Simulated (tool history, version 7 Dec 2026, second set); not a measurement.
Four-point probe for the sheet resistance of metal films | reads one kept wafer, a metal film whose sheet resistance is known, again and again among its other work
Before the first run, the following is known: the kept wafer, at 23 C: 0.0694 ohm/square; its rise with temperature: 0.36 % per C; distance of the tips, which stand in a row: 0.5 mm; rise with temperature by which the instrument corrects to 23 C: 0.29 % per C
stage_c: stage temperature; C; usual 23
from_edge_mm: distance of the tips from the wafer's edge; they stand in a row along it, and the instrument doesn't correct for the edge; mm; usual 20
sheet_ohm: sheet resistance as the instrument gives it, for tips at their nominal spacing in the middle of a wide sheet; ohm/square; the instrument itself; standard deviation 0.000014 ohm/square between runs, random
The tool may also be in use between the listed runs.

run,day,stage_c,from_edge_mm,sheet_ohm
1,0,23,20,0.069374
2,3.742,25,20,0.06944
3,7.046,23,20,0.069338
4,9.558,23,7,0.069484
5,12.758,23,7,0.06951
6,15.538,23,20,0.069338
7,19.338,23,5,0.069676
8,21.196,23,35,0.06928
9,23.012,23,13,0.069321
10,26.596,23,19,0.069294
11,28.433,23,19,0.069285
12,32.029,23,7,0.069426
13,34.004,23,7,0.069448
14,36.171,33,20,0.069698
15,38.825,23,20,0.069252
16,42.508,23,20,0.069201
17,45.3,23,20,0.069219
18,47.838,23,20,0.069204
19,49.504,23,4,0.069769
20,51.388,23,4,0.069762
21,53.6,23,20,0.069181
22,56.475,18,20,0.068949
23,60.088,18,20,0.068929
24,62.938,26,4,0.069893
25,65.783,25,43,0.069245
26,67.854,21,5,0.069382
27,71.35,25,45,0.069233
28,73.529,23,11,0.069182
29,75.933,23,11,0.069186
30,78.771,26,5,0.069609
31,82.092,26,5,0.069617
32,85.546,26,5,0.069594
33,87.7,26,5,0.069578
34,90.962,26,5,0.069569
35,93.654,28,3,0.070348
36,96.912,28,3,0.0703
37,99.158,24,4,0.06968
38,102.596,26,12,0.06923
39,104.321,26,12,0.069248
40,107.154,31,13,0.069457
41,110.479,19,15,0.068839
42,113.688,20,17,0.06889
43,115.983,20,17,0.068863
44,119.733,34,6,0.069754

The same runs without the tool's hidden state, with the same run-to-run variation:
Hidden conditions of the tool in this case: inner tips' distance over the nominal, %; tips' flats over new ones', %; wafer's true temperature over the reading, C; drift of the gauge itself on sheet_ohm, %.
run,sheet_ohm
1,0.069434
2,0.069511
3,0.069418
4,0.069573
5,0.069609
6,0.069445
7,0.069794
8,0.069404
9,0.06945
10,0.069434
11,0.069431
12,0.069583
13,0.069611
14,0.069868
15,0.06943
16,0.06939
17,0.069417
18,0.069409
19,0.069981
20,0.06998
21,0.069405
22,0.069181
23,0.069172
24,0.070146
25,0.069504
26,0.069649
27,0.06951
28,0.069466
29,0.069478
30,0.069911
31,0.069929
32,0.069916
33,0.069907
34,0.069907
35,0.070697
36,0.07066
37,0.070045
38,0.069602
39,0.069625
40,0.069844
41,0.069235
42,0.069297
43,0.069276
44,0.07018
